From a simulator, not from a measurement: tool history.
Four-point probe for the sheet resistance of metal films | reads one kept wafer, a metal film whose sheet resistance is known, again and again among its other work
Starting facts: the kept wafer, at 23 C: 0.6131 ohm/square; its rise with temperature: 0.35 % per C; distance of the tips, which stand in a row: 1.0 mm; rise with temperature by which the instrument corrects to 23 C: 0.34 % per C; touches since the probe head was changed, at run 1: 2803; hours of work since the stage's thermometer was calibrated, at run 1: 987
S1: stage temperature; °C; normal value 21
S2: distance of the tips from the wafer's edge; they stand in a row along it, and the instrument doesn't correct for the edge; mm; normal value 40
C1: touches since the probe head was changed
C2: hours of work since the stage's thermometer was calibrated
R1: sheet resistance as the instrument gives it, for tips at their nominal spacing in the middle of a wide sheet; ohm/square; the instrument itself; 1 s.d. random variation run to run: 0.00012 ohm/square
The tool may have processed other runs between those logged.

| run | day | S1 | S2 | C1 | C2 | R1 |
|---|---|---|---|---|---|---|
| 1 | 0.000 | 21 | 40 | 2803 | 987 | 0.609812 |
| 2 | 0.771 | 21 | 40 | 3182 | 1000 | 0.609860 |
| 3 | 1.267 | 21 | 40 | 3425 | 1008 | 0.609827 |
| 4 | 1.929 | 21 | 40 | 3751 | 1020 | 0.609692 |
| 5 | 2.388 | 21 | 40 | 3976 | 1028 | 0.609798 |
| 6 | 3.088 | 21 | 40 | 4320 | 1040 | 0.609804 |
| 7 | 3.754 | 21 | 40 | 4648 | 1051 | 0.609708 |
| 8 | 4.200 | 21 | 22 | 4866 | 1059 | 0.610101 |
| 9 | 4.838 | 21 | 40 | 5180 | 1070 | 0.609638 |
| 10 | 5.438 | 24 | 40 | 5474 | 1080 | 0.610126 |
| 11 | 6.092 | 27 | 40 | 5795 | 1092 | 0.610421 |
| 12 | 6.742 | 27 | 40 | 6115 | 1103 | 0.610348 |
| 13 | 7.442 | 27 | 40 | 6459 | 1115 | 0.610459 |
| 14 | 7.967 | 21 | 4 | 6717 | 1124 | 0.629307 |
| 15 | 8.296 | 21 | 4 | 6879 | 1130 | 0.629439 |
| 16 | 8.962 | 21 | 40 | 7206 | 1141 | 0.609742 |
| 17 | 9.388 | 20 | 40 | 7415 | 1148 | 0.609671 |
| 18 | 9.933 | 20 | 40 | 7683 | 1158 | 0.609624 |
| 19 | 10.346 | 22 | 40 | 7886 | 1165 | 0.609693 |
| 20 | 10.892 | 22 | 40 | 8154 | 1174 | 0.609648 |
| 21 | 11.475 | 22 | 40 | 8442 | 1184 | 0.609702 |
| 22 | 11.921 | 22 | 40 | 8661 | 1192 | 0.609923 |
| 23 | 12.429 | 22 | 40 | 8909 | 1201 | 0.609899 |
| 24 | 13.050 | 35 | 26 | 9214 | 1212 | 0.611212 |
| 25 | 13.533 | 30 | 5 | 9452 | 1220 | 0.623073 |
| 26 | 14.250 | 24 | 3 | 9804 | 1232 | 0.644358 |

Run 27 has not been measured yet. What should we expect?
| 27 | 14.938 | 27 | 3 | 10142 | 1244 | ? |

{"run 27": {"R1": 0.644387}}
If the tool had no hidden condition, the same run with the same run-to-run variation would have returned R1 0.647959 ohm/square.

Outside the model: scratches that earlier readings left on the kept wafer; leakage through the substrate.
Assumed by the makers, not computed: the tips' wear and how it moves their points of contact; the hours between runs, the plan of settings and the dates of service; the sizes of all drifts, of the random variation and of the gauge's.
